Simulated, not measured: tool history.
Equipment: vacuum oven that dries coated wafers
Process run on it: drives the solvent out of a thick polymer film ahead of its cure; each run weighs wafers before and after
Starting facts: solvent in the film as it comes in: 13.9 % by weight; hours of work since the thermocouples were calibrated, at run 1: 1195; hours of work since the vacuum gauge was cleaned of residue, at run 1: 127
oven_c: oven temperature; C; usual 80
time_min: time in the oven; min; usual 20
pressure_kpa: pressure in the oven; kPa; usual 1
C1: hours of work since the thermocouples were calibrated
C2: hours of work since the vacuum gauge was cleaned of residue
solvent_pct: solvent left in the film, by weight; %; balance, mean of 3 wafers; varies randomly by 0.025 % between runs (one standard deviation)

Run 1, hour 0: usual settings; C1 1195; C2 127. Result: solvent_pct 1.03 %.
Run 2, hour 24.1: usual settings; C1 1208; C2 139. Result: solvent_pct 1.02 %.
Run 3, hour 38.4: usual settings but oven_c 69 C; C1 1215; C2 147. Result: solvent_pct 3.01 %.
Run 4, hour 57.8: usual settings but oven_c 69 C; C1 1225; C2 157. Result: solvent_pct 3.08 %.
Run 5, hour 76.9: usual settings; C1 1235; C2 167. Result: solvent_pct 1.01 %.
Run 6, hour 97.7: usual settings but time_min 17 min; C1 1246; C2 177. Result: solvent_pct 1.28 %.
Run 7, hour 116.1: usual settings but time_min 17 min; C1 1256; C2 187. Result: solvent_pct 1.35 %.
Run 8, hour 141.8: usual settings but oven_c 83 C; C1 1269; C2 200. Result: solvent_pct 0.78 %.
Run 9, hour 167.9: usual settings; C1 1282; C2 214. Result: solvent_pct 1.05 %.
Run 10, hour 191.7: usual settings; C1 1295; C2 226. Result: solvent_pct 1.06 %.
Run 11, hour 212.1: usual settings but time_min 25 min; C1 1305; C2 237. Result: solvent_pct 0.83 %.
Run 12, hour 227.1: usual settings but time_min 25 min; C1 1313; C2 245. Result: solvent_pct 0.81 %.
Run 13, hour 246.6: usual settings but time_min 25 min; C1 1323; C2 255. Result: solvent_pct 0.85 %.
Run 14, hour 267.8: usual settings but time_min 25 min; C1 1334; C2 266. Result: solvent_pct 0.79 %.
Run 15, hour 281: usual settings but time_min 25 min; C1 1341; C2 273. Result: solvent_pct 0.78 %.
At hour 284.8: oven's thermocouples calibrated.
Run 16, hour 298.5: usual settings but time_min 25 min; C1 7; C2 281. Result: solvent_pct 0.83 %.
Run 17, hour 321.9: usual settings but time_min 31 min; C1 19; C2 293. Result: solvent_pct 0.77 %.
Run 18, hour 348: usual settings but time_min 22 min; C1 33; C2 307. Result: solvent_pct 0.98 %.
Run 19, hour 373.3: usual settings but time_min 19 min; C1 46; C2 320. Result: solvent_pct 1.17 %.
Run 20, hour 385.3: usual settings but time_min 19 min; C1 52; C2 326. Result: solvent_pct 1.22 %.
Run 21, hour 403.3: usual settings but time_min 15 min; C1 62; C2 335. Result: solvent_pct 1.68 %.
Run 22, hour 414.5: usual settings but time_min 15 min; C1 67; C2 341. Result: solvent_pct 1.68 %.
Run 23, hour 433.7: usual settings but oven_c 79 C, time_min 17 min; C1 77; C2 351. Result: solvent_pct 1.61 %.
At hour 437.2: oven's thermocouples calibrated, once more.
Run 24, hour 456.6: usual settings but oven_c 87 C, time_min 11 min, pressure_kpa 0.7 kPa; C1 10; C2 362. Result: solvent_pct 1.05 %.
Run 25, hour 475.7: usual settings but oven_c 78 C; C1 20; C2 372. Result: solvent_pct 1.21 %.
Run 26, hour 491.7: usual settings but oven_c 78 C; C1 28; C2 380. Result: solvent_pct 1.18 %.
Run 27, hour 513.5: usual settings but oven_c 78 C; C1 40; C2 392. Result: solvent_pct 1.19 %.
Run 28, hour 537.3: usual settings but oven_c 74 C, time_min 16 min, pressure_kpa 0.59 kPa; C1 52; C2 404. Result: solvent_pct 2.16 %.
Run 29, hour 559.3: usual settings but oven_c 90 C, time_min 16 min, pressure_kpa 1.6 kPa; C1 64; C2 415. Result: solvent_pct 0.73 %.
Run 30, hour 577.8: usual settings but oven_c 82 C, pressure_kpa 1.53 kPa; C1 73; C2 425. Result: solvent_pct 1.11 %.
Run 31, hour 590.1: usual settings but oven_c 82 C, time_min 29 min, pressure_kpa 1.53 kPa; C1 80; C2 431. Result: solvent_pct 0.89 %.
Run 32, hour 614.9: usual settings but oven_c 82 C, time_min 29 min, pressure_kpa 1.53 kPa; C1 92; C2 444. Result: solvent_pct 0.86 %.
Run 33, hour 637.7: usual settings but time_min 31 min; C1 104; C2 456. Result: solvent_pct 0.67 %.
Run 34, hour 654.4: usual settings but oven_c 94 C, time_min 13 min; C1 113; C2 465. Result: solvent_pct 0.47 %.
Run 35, hour 676.5: usual settings but oven_c 94 C, time_min 13 min, pressure_kpa 1.67 kPa; C1 124; C2 476. Result: solvent_pct 0.65 %.
Run 36, hour 699: usual settings but oven_c 94 C, time_min 13 min, pressure_kpa 1.67 kPa; C1 136; C2 488. Result: solvent_pct 0.67 %.
Run 37, hour 721.4: usual settings but oven_c 94 C, time_min 13 min, pressure_kpa 1.67 kPa; C1 148; C2 500. Result: solvent_pct 0.64 %.
Run 38, hour 740.2: usual settings but oven_c 77 C, time_min 33 min, pressure_kpa 0.96 kPa; C1 158; C2 509. Result: solvent_pct 0.78 %.
Run 39, hour 752.4: usual settings but pressure_kpa 2.22 kPa; C1 164; C2 516. Result: solvent_pct 1.68 %.
Run 40, hour 767.5: usual settings but oven_c 86 C, time_min 11 min, pressure_kpa 0.73 kPa; C1 172; C2 524. Result: solvent_pct 1.12 %.

Below are 5 alternative next runs, each starting from the tool's condition after run 40. Predict each:
Run A, hour 779.1: usual settings but oven_c 86 C, time_min 33 min, pressure_kpa 0.73 kPa; C1 178; C2 530. Result: solvent_pct ?.
Run B, hour 779.1: usual settings but oven_c 76 C, time_min 21 min, pressure_kpa 0.73 kPa; C1 178; C2 530. Result: solvent_pct ?.
Run C, hour 779.1: usual settings but oven_c 70 C, pressure_kpa 0.73 kPa; C1 178; C2 530. Result: solvent_pct ?.
Run D, hour 779.1: usual settings but oven_c 86 C, time_min 11 min, pressure_kpa 0.61 kPa; C1 178; C2 530. Result: solvent_pct ?.
Run E, hour 779.1: usual settings but oven_c 75 C, time_min 11 min, pressure_kpa 0.73 kPa; C1 178; C2 530. Result: solvent_pct ?.

run  solvent_pct
  A         0.37
  B         1.24
  C         2.46
  D         1.18
  E         3.35
With no hidden state in the tool, these same runs would have given:
run  solvent_pct
  A         0.33
  B         1.13
  C         2.32
  D         1.09
  E         3.21

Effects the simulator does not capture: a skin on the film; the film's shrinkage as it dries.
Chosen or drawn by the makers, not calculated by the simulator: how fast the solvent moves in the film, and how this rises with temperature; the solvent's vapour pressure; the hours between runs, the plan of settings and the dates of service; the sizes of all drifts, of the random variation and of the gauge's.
